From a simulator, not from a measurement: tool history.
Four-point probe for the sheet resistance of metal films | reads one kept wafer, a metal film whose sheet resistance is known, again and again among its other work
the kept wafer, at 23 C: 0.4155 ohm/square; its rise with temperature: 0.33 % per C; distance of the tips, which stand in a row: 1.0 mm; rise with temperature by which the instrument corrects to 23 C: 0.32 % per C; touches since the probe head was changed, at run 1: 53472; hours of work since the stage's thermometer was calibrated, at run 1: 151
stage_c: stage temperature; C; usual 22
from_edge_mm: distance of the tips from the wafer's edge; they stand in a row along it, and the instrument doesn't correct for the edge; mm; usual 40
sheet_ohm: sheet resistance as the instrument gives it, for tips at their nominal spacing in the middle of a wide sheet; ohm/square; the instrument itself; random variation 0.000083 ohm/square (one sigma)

run	hour	stage_c	from_edge_mm	touches since the probe head was changed	hours of work since the stage's thermometer was calibrated	sheet_ohm
1	0.0	22	40	53472	151	0.419719
2	10.0	22	40	53902	158	0.419828
3	31.2	23	40	54814	173	0.419751
4	45.7	23	40	55438	183	0.419805
5	61.0	23	36	56097	194	0.420078
6	81.7	31	36	56987	208	0.420593
7	96.1	21	40	57605	218	0.420018
8	104.8	22	40	57978	225	0.419892
9	125.2	22	40	58858	239	0.420124
10	145.1	22	40	59715	253	0.419946
11	159.5	22	40	60334	263	0.420186
12	172.4	34	32	60887	272	0.420991
# hour 174.7: stage's thermometer calibrated
13	183.1	22	65	61327	6	0.420243
14	200.1	26	11	62058	18	0.422152
15	218.5	28	35	62850	31	0.420812
16	227.6	23	74	63242	37	0.420154
17	248.7	23	74	64147	52	0.420359

3 ways to go on from here, each from the tool as it stands after run 17. What would each give?
# hour 258.5: stage's thermometer calibrated, once more
A	260.3	22	19	64626	1	?
# hour 258.5: stage's thermometer calibrated, once more
B	260.3	34	4	64626	1	?
# hour 258.5: stage's thermometer calibrated, once more
C	260.3	31	3	64626	1	?

run	sheet_ohm
A	0.420711
B	0.434607
C	0.444470
Without the tool's hidden state the same runs would have given:
run	sheet_ohm
A	0.416069
B	0.429824
C	0.439588
